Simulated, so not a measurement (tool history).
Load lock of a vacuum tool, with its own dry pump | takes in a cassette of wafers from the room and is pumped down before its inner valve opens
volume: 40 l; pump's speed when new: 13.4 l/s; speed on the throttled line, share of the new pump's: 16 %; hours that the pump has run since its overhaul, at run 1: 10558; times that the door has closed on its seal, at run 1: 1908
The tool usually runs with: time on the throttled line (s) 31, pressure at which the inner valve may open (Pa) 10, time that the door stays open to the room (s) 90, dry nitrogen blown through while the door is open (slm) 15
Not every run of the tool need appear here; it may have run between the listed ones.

| run | day | time on the throttled line (s) | pressure at which the inner valve may open (Pa) | time that the door stays open to the room (s) | dry nitrogen blown through while the door is open (slm) | hours that the pump has run since its overhaul | times that the door has closed on its seal | incoming humidity of the room's air, % | time from the closed door until the inner valve may open (s) | rise of the pressure with all valves shut (Pa/min) |
|---|---|---|---|---|---|---|---|---|---|---|
| 1 | 0.000 | 31 | 10 | 90 | 15 | 10558 | 1908 | 43.4 | 56.6 | 0.059 |
| 2 | 9.658 | 31 | 10 | 90 | 15 | 10790 | 2757 | 41.4 | 56.9 | 0.066 |
| 3 | 19.400 | 31 | 10 | 90 | 15 | 11024 | 3614 | 45.2 | 56.4 | 0.068 |
| 4 | 35.871 | 49 | 10 | 90 | 15 | 11419 | 5063 | 45.1 | 72.0 | 0.086 |
| 5 | 45.771 | 31 | 10 | 220 | 15 | 11656 | 5934 | 42.9 | 57.2 | 0.120 |
| 6 | 57.417 | 31 | 10 | 220 | 15 | 11936 | 6958 | 46.1 | 58.0 | 0.133 |
| 7 | 73.062 | 31 | 10 | 220 | 15 | 12311 | 8334 | 43.9 | 57.1 | 0.150 |
| 8 | 84.233 | 31 | 10 | 126 | 15 | 12580 | 9317 | 44.8 | 57.4 | 0.147 |
| 9 | 95.571 | 31 | 10 | 47 | 15 | 12852 | 10314 | 45.5 | 57.3 | 0.137 |
| 10 | 107.262 | 31 | 10 | 47 | 15 | 13132 | 11342 | 45.0 | 57.1 | 0.153 |
| 11 | 117.825 | 31 | 10 | 47 | 15 | 13386 | 12272 | 41.6 | 57.8 | 0.166 |
| 12 | 128.833 | 31 | 10 | 29 | 15 | 13650 | 13240 | 46.6 | 57.4 | 0.172 |
| 13 | 142.521 | 31 | 9 | 90 | 15 | 13978 | 14444 | 45.8 | 59.1 | 0.223 |
| 14 | 151.779 | 31 | 10 | 90 | 15 | 14201 | 15258 | 46.2 | 58.3 | 0.238 |
| 15 | 159.612 | 31 | 10 | 90 | 15 | 14389 | 15947 | 44.8 | 57.8 | 0.243 |
| 16 | 170.450 | 31 | 10 | 90 | 15 | 14649 | 16901 | 42.5 | 57.9 | 0.262 |
| 17 | 179.817 | 31 | 10 | 90 | 15 | 14874 | 17724 | 43.6 | 58.8 | 0.270 |
| 18 | 188.829 | 31 | 10 | 90 | 15 | 15090 | 18517 | 46.8 | 58.2 | 0.300 |
| 19 | 202.679 | 31 | 10 | 30 | 15 | 15422 | 19735 | 45.4 | 58.0 | 0.296 |
| 20 | 210.733 | 21 | 14 | 65 | 7 | 15616 | 20444 | 41.6 | 48.8 | 0.326 |
| 21 | 226.692 | 31 | 10 | 64 | 8 | 15999 | 21848 | 38.8 | 58.6 | 0.358 |
| 22 | 235.158 | 31 | 14 | 64 | 15 | 16202 | 22592 | 45.5 | 57.3 | 0.372 |
| 23 | 244.496 | 31 | 10 | 64 | 18 | 16426 | 23413 | 46.0 | 59.2 | 0.399 |
| 24 | 256.312 | 31 | 10 | 64 | 18 | 16709 | 24453 | 40.8 | 59.5 | 0.420 |
| 25 | 272.154 | 43 | 17 | 90 | 15 | 17090 | 25846 | 46.6 | 66.2 | 0.463 |
| 26 | 281.692 | 43 | 17 | 90 | 15 | 17319 | 26685 | 43.6 | 66.8 | 0.484 |
| 27 | 293.558 | 43 | 17 | 90 | 15 | 17603 | 27729 | 46.9 | 67.4 | 0.514 |
| 28 | 301.600 | 21 | 11 | 95 | 24 | 17796 | 28437 | 43.7 | 51.0 | 0.524 |
| 29 | 316.662 | 21 | 11 | 213 | 24 | 18158 | 29761 | 45.9 | 51.6 | 0.592 |
| 30 | 328.421 | 31 | 17 | 30 | 26 | 18440 | 30796 | 48.7 | 57.7 | 0.572 |
| 31 | 341.238 | 23 | 9 | 77 | 9 | 18748 | 31923 | 44.0 | 54.2 | 0.640 |
| 32 | 356.717 | 23 | 13 | 106 | 19 | 19119 | 33285 | 44.8 | 52.3 | 0.695 |
|  | 359.733 | door's seal changed, seat wiped |
| 33 | 371.875 | 55 | 17 | 98 | 32 | 19481 | 1068 | 46.9 | 76.9 | 0.038 |
|  | 376.304 | dry pump taken out, an overhauled one fitted |
| 34 | 383.121 | 55 | 17 | 98 | 22 | 164 | 2035 | 43.1 | 71.6 | 0.048 |
| 35 | 391.629 | 31 | 8 | 90 | 15 | 368 | 2784 | 48.3 | 53.7 | 0.067 |
| 36 | 407.846 | 31 | 11 | 90 | 15 | 757 | 4210 | 47.1 | 53.6 | 0.071 |
| 37 | 415.408 | 17 | 12 | 67 | 8 | 939 | 4875 | 48.1 | 41.7 | 0.089 |
| 38 | 430.088 | 17 | 8 | 67 | 8 | 1291 | 6167 | 46.2 | 41.9 | 0.104 |

3 options for the next run, each taken on its own from the tool as it stands now. Forecast them:
| A | 448.267 | 21 | 8 | 40 | 29 | 1727 | 7766 | 43.3 | ? | ? |
| B | 448.267 | 17 | 8 | 101 | 8 | 1727 | 7766 | 44.0 | ? | ? |
| C | 448.267 | 31 | 10 | 65 | 38 | 1727 | 7766 | 45.9 | ? | ? |

| run | time from the closed door until the inner valve may open (s) | rise of the pressure with all valves shut (Pa/min) |
|---|---|---|
| A | 46.1 | 0.089 |
| B | 42.6 | 0.128 |
| C | 53.5 | 0.093 |
With no hidden state in the tool, these same runs would have given:
| run | time from the closed door until the inner valve may open (s) | rise of the pressure with all valves shut (Pa/min) |
|---|---|---|
| A | 46.1 | 0.018 |
| B | 42.6 | 0.057 |
| C | 53.5 | 0.022 |

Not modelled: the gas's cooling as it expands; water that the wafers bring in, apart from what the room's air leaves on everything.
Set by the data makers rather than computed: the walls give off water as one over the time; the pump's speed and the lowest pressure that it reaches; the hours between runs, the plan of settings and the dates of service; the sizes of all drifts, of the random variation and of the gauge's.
